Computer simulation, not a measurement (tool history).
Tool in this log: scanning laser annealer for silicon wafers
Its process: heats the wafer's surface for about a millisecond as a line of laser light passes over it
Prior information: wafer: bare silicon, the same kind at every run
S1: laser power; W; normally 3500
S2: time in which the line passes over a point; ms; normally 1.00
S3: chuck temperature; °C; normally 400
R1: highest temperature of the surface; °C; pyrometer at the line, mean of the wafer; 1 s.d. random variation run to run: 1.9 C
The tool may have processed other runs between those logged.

run    hour    S1    S2   S3    R1
  1     0.0  3500  1.00  400  1128
  2    72.8  3705  1.00  400  1169
  3   151.9  3705  1.00  400  1168
  4   219.5  3500  1.00  400  1125
  5   267.8  3500  1.00  400  1129
  6   365.2  3500  1.00  400  1126
  7   422.5  3772  1.00  400  1185
  8   506.4  3500  1.00  400  1123
  9   567.4  3500  1.00  400  1125
      607.5  -- optics aligned, line set to its width
 10   635.0  3239  1.00  400  1072
 11   680.1  3258  1.20  402  1147
 12   741.0  3500  1.16  400  1187
 13   794.7  3644  0.95  392  1125
 14   893.4  3010  1.09  430  1078
 15   935.1  3262  1.09  402  1109
 16   983.2  3039  0.73  394   927
 17  1071.4  3039  0.91  401   999
 18  1127.7  3299  0.88  421  1058

Forecast each of these 4 alternatives for the next run:
  A  1195.7  3248  1.00  400   ?
  B  1195.7  2998  0.87  373   ?
  C  1195.7  3685  0.88  402   ?
  D  1195.7  3076  1.11  381   ?

run    R1
  A  1075
  B   947
  C  1116
  D  1052
Without the tool's hidden state the same runs would have given:
run    R1
  A  1075
  B   947
  C  1117
  D  1053

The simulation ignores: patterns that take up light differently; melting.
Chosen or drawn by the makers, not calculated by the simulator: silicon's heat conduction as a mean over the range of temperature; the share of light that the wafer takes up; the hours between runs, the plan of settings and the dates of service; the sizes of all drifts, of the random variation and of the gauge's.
